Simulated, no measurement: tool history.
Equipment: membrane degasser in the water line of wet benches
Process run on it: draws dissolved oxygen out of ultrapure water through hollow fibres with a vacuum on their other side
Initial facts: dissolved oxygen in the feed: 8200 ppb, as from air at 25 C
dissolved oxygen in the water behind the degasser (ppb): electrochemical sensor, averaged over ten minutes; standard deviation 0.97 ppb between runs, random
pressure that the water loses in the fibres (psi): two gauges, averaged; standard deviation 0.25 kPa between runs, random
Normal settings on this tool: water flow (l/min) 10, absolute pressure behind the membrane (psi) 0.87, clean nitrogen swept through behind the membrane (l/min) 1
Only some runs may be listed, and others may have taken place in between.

| run | hour | water flow (l/min) | absolute pressure behind the membrane (psi) | clean nitrogen swept through behind the membrane (l/min) | dissolved oxygen in the water behind the degasser (ppb) | pressure that the water loses in the fibres (psi) |
|---|---|---|---|---|---|---|
| 1 | 0 | 10 | 0.87 | 1 | 90.4 | 9.615 |
| 2 | 96.3 | 10 | 0.87 | 1 | 94.1 | 9.581 |
| 3 | 245.7 | 10 | 0.87 | 1 | 91.4 | 9.568 |
| 4 | 323.3 | 10 | 0.87 | 1 | 92.7 | 9.59 |
| 5 | 410.9 | 10 | 2.142 | 1 | 290 | 9.662 |
| 6 | 566.5 | 10 | 2.142 | 1 | 291 | 9.626 |
| 7 | 653.7 | 10 | 2.142 | 1 | 296.4 | 9.596 |
| 8 | 805.8 | 10 | 0.87 | 0.94 | 97.3 | 9.668 |
| 9 | 939.6 | 10 | 0.87 | 0.94 | 95.5 | 9.633 |
| 10 | 1039.7 | 10 | 0.87 | 0.48 | 150.7 | 9.619 |
| 11 | 1137.7 | 10 | 0.87 | 0.48 | 153.5 | 9.636 |
| 12 | 1277.9 | 10 | 0.87 | 0.48 | 153 | 9.665 |
| 13 | 1364.5 | 10 | 0.87 | 0.48 | 152.5 | 9.706 |
| 14 | 1440.1 | 10 | 0.87 | 0.48 | 152.4 | 9.654 |
| 15 | 1558.2 | 10 | 0.87 | 0.48 | 151.9 | 9.66 |
| 16 | 1694 | 14 | 0.87 | 0.48 | 247.4 | 13.587 |
| 17 | 1807.6 | 14 | 0.87 | 0.48 | 248 | 13.607 |
| 18 | 1918.8 | 14 | 1.666 | 0.48 | 564.1 | 13.532 |
| 19 | 1997.9 | 10 | 1.875 | 0.65 | 356.2 | 9.715 |
| 20 | 2145.8 | 6 | 0.68 | 1 | 24.8 | 5.883 |
| 21 | 2239.9 | 9 | 0.622 | 1 | 40.2 | 8.807 |
| 22 | 2342.2 | 10 | 2.038 | 1 | 276.5 | 9.776 |
| 23 | 2497.1 | 10 | 2.038 | 1 | 277.2 | 9.654 |
| 24 | 2648.7 | 10 | 1.027 | 0.9 | 123.7 | 9.754 |
| 25 | 2754.9 | 10 | 1.623 | 0.9 | 230.6 | 9.735 |
| 26 | 2836 | 10 | 0.666 | 2.78 | 38.5 | 9.784 |
| 27 | 3004 | 10 | 0.666 | 2.78 | 39.4 | 9.731 |
| 28 | 3109.6 | 10 | 0.666 | 2.78 | 38.8 | 9.805 |
| 29 | 3249.5 | 10 | 0.87 | 0.65 | 125 | 9.781 |
| 30 | 3370.5 | 6 | 0.78 | 1 | 34.9 | 5.877 |
| 31 | 3543.2 | 6 | 0.78 | 1 | 33.4 | 5.878 |
| 32 | 3616.4 | 6 | 0.78 | 1 | 35.6 | 5.902 |
|  | 3668.8 | membrane cartridge changed |
|  | 3698.5 | seals of the vacuum lines changed |
| 33 | 3774.6 | 6 | 1.511 | 1 | 105.9 | 5.928 |

Each row is a separate what-if for the run after 33, all from the same tool condition, not one after another. Results?
| A | 3907.8 | 10 | 1.144 | 1 | ? | ? |
| B | 3907.8 | 13 | 1.511 | 2.17 | ? | ? |
| C | 3907.8 | 15 | 0.87 | 2.75 | ? | ? |

| run | dissolved oxygen in the water behind the degasser (ppb) | pressure that the water loses in the fibres (psi) |
|---|---|---|
| A | 137.5 | 9.852 |
| B | 164.5 | 12.743 |
| C | 133 | 14.694 |
What these runs would have given with no unlogged condition in the tool:
| run | dissolved oxygen in the water behind the degasser (ppb) | pressure that the water loses in the fibres (psi) |
|---|---|---|
| A | 137.3 | 9.606 |
| B | 164.4 | 12.424 |
| C | 132.9 | 14.325 |
